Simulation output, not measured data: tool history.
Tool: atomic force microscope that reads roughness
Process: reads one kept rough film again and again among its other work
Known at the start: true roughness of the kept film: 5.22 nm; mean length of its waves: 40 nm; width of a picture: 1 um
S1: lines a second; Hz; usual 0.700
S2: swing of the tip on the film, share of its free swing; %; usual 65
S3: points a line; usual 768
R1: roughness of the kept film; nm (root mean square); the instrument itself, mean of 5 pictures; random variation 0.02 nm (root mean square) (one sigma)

{"run": 1, "hour": 0.0, "S1": 0.7, "S2": 65, "S3": 768, "R1": 4.578}
{"run": 2, "hour": 10.3, "S1": 0.7, "S2": 65, "S3": 768, "R1": 4.533}
{"run": 3, "hour": 19.8, "S1": 0.7, "S2": 73, "S3": 768, "R1": 4.452}
{"run": 4, "hour": 30.6, "S1": 0.7, "S2": 85, "S3": 768, "R1": 4.264}
{"run": 5, "hour": 37.5, "S1": 2.055, "S2": 85, "S3": 768, "R1": 3.801}
{"run": 6, "hour": 46.4, "S1": 0.7, "S2": 65, "S3": 768, "R1": 4.38}
{"run": 7, "hour": 56.8, "S1": 0.7, "S2": 65, "S3": 768, "R1": 4.284}
{"run": 8, "hour": 64.4, "S1": 0.7, "S2": 65, "S3": 768, "R1": 4.249}
{"run": 9, "hour": 73.4, "S1": 0.7, "S2": 65, "S3": 768, "R1": 4.234}
{"run": 10, "hour": 84.4, "S1": 0.7, "S2": 65, "S3": 768, "R1": 4.199}
{"run": 11, "hour": 90.6, "S1": 0.7, "S2": 65, "S3": 768, "R1": 4.116}
{"run": 12, "hour": 101.5, "S1": 1.094, "S2": 65, "S3": 768, "R1": 4.043}
{"run": 13, "hour": 109.2, "S1": 1.094, "S2": 65, "S3": 768, "R1": 4.005}
{"hour": 119.5, "done": "new tip fitted"}
{"run": 14, "hour": 120.7, "S1": 1.094, "S2": 65, "S3": 768, "R1": 4.713}
{"run": 15, "hour": 129.3, "S1": 0.7, "S2": 71, "S3": 768, "R1": 4.668}
{"run": 16, "hour": 133.8, "S1": 2.55, "S2": 65, "S3": 527, "R1": 4.401}
{"run": 17, "hour": 140.0, "S1": 0.7, "S2": 81, "S3": 768, "R1": 4.502}
{"run": 18, "hour": 146.1, "S1": 1.029, "S2": 63, "S3": 463, "R1": 4.562}
{"run": 19, "hour": 157.1, "S1": 1.82, "S2": 90, "S3": 768, "R1": 3.847}
{"run": 20, "hour": 168.2, "S1": 0.702, "S2": 65, "S3": 919, "R1": 4.476}
{"run": 21, "hour": 175.6, "S1": 1.427, "S2": 71, "S3": 298, "R1": 4.232}
{"run": 22, "hour": 181.2, "S1": 1.427, "S2": 71, "S3": 555, "R1": 4.226}
{"run": 23, "hour": 189.6, "S1": 1.427, "S2": 71, "S3": 555, "R1": 4.171}
{"run": 24, "hour": 195.2, "S1": 1.427, "S2": 71, "S3": 555, "R1": 4.199}
{"run": 25, "hour": 203.9, "S1": 1.071, "S2": 78, "S3": 619, "R1": 4.099}
{"run": 26, "hour": 209.3, "S1": 1.071, "S2": 78, "S3": 619, "R1": 4.081}
{"run": 27, "hour": 215.8, "S1": 0.626, "S2": 60, "S3": 442, "R1": 4.254}
{"run": 28, "hour": 223.5, "S1": 0.626, "S2": 60, "S3": 442, "R1": 4.243}

4 ways to go on from here, each from the tool as it stands after run 28. What would each give?
{"run": "A", "hour": 228.2, "S1": 0.626, "S2": 60, "S3": 633, "R1": "?"}
{"run": "B", "hour": 228.2, "S1": 1.06, "S2": 65, "S3": 979, "R1": "?"}
{"run": "C", "hour": 228.2, "S1": 0.578, "S2": 85, "S3": 808, "R1": "?"}
{"run": "D", "hour": 228.2, "S1": 2.094, "S2": 89, "S3": 393, "R1": "?"}

run=A R1=4.211
run=B R1=4.124
run=C R1=4.037
run=D R1=3.466
Without the tool's hidden state the same runs would have given:
run=A R1=4.832
run=B R1=4.731
run=C R1=4.632
run=D R1=3.977
